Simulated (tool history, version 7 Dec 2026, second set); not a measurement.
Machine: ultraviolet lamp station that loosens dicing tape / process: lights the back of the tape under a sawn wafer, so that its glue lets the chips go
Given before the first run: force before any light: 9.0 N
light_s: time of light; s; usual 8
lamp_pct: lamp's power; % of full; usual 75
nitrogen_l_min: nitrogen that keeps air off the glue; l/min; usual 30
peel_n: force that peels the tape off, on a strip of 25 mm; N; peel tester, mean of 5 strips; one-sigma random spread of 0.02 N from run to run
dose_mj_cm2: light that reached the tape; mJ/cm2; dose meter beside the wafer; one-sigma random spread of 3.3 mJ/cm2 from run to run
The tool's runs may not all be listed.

| run | day | light_s | lamp_pct | nitrogen_l_min | peel_n | dose_mj_cm2 |
|---|---|---|---|---|---|---|
| 1 | 0 | 8 | 75 | 30 | 1.154 | 475 |
| 2 | 4.058 | 8 | 75 | 30 | 1.313 | 454 |
| 3 | 6.933 | 9 | 75 | 30 | 1.076 | 500 |
| 4 | 9.129 | 9 | 75 | 30 | 1.113 | 497 |
| 5 | 12.971 | 9 | 75 | 30 | 1.169 | 483 |
| 6 | 14.938 | 7 | 75 | 30 | 1.911 | 374 |
| 7 | 16.946 | 7 | 75 | 30 | 1.861 | 364 |
| 8 | 20.025 | 7 | 75 | 30 | 1.986 | 353 |
| 9 | 23.954 | 7 | 75 | 30 | 2.037 | 340 |
| 10 | 26.717 | 7 | 75 | 30 | 2.223 | 333 |
|  | 28.625 | window cleaned of glue's vapour |
| 11 | 29.525 | 8 | 75 | 30 | 1.413 | 443 |
| 12 | 32.946 | 5 | 75 | 30 | 2.82 | 267 |
| 13 | 36.758 | 5 | 75 | 25 | 3.119 | 260 |
| 14 | 39.833 | 8 | 75 | 30 | 1.674 | 401 |
| 15 | 42.4 | 13 | 75 | 30 | 0.631 | 643 |
| 16 | 44.862 | 8 | 75 | 30 | 1.738 | 384 |
| 17 | 47.967 | 8 | 91 | 30 | 1.318 | 449 |
| 18 | 52.012 | 8 | 91 | 30 | 1.429 | 440 |
| 19 | 55.175 | 9 | 75 | 10 | 2.99 | 392 |
| 20 | 58.158 | 16 | 65 | 10 | 1.687 | 585 |
| 21 | 60.229 | 8 | 100 | 37 | 1.207 | 447 |
|  | 61.712 | window cleaned of glue's vapour |
| 22 | 62.767 | 8 | 68 | 29 | 2.022 | 352 |
|  | 63.496 | lamp changed |
| 23 | 65.846 | 8 | 68 | 29 | 1.253 | 466 |
| 24 | 67.821 | 4 | 72 | 17 | 3.864 | 241 |
| 25 | 69.662 | 7 | 75 | 11 | 2.495 | 448 |
| 26 | 73.217 | 7 | 75 | 11 | 2.501 | 433 |
| 27 | 75.8 | 5 | 97 | 43 | 1.391 | 381 |
| 28 | 77.754 | 9 | 97 | 14 | 1 | 682 |
| 29 | 81.729 | 9 | 75 | 14 | 1.679 | 516 |
| 30 | 84.883 | 5 | 62 | 19 | 3.887 | 227 |
| 31 | 88.871 | 5 | 62 | 19 | 3.89 | 223 |

Alternative continuations, all from the tool just after run 31; predict every row:
| A | 92.504 | 13 | 77 | 32 | ? | ? |
| B | 92.504 | 12 | 93 | 21 | ? | ? |
| C | 92.504 | 5 | 98 | 19 | ? | ? |
| D | 92.504 | 5 | 62 | 28 | ? | ? |

| run | peel_n | dose_mj_cm2 |
|---|---|---|
| A | 0.484 | 687 |
| B | 0.536 | 778 |
| C | 2.697 | 345 |
| D | 3.728 | 215 |
Had the tool no hidden state, the same runs would have come out as:
| run | peel_n | dose_mj_cm2 |
|---|---|---|
| A | 0.259 | 882 |
| B | 0.285 | 998 |
| C | 1.912 | 442 |
| D | 2.892 | 276 |
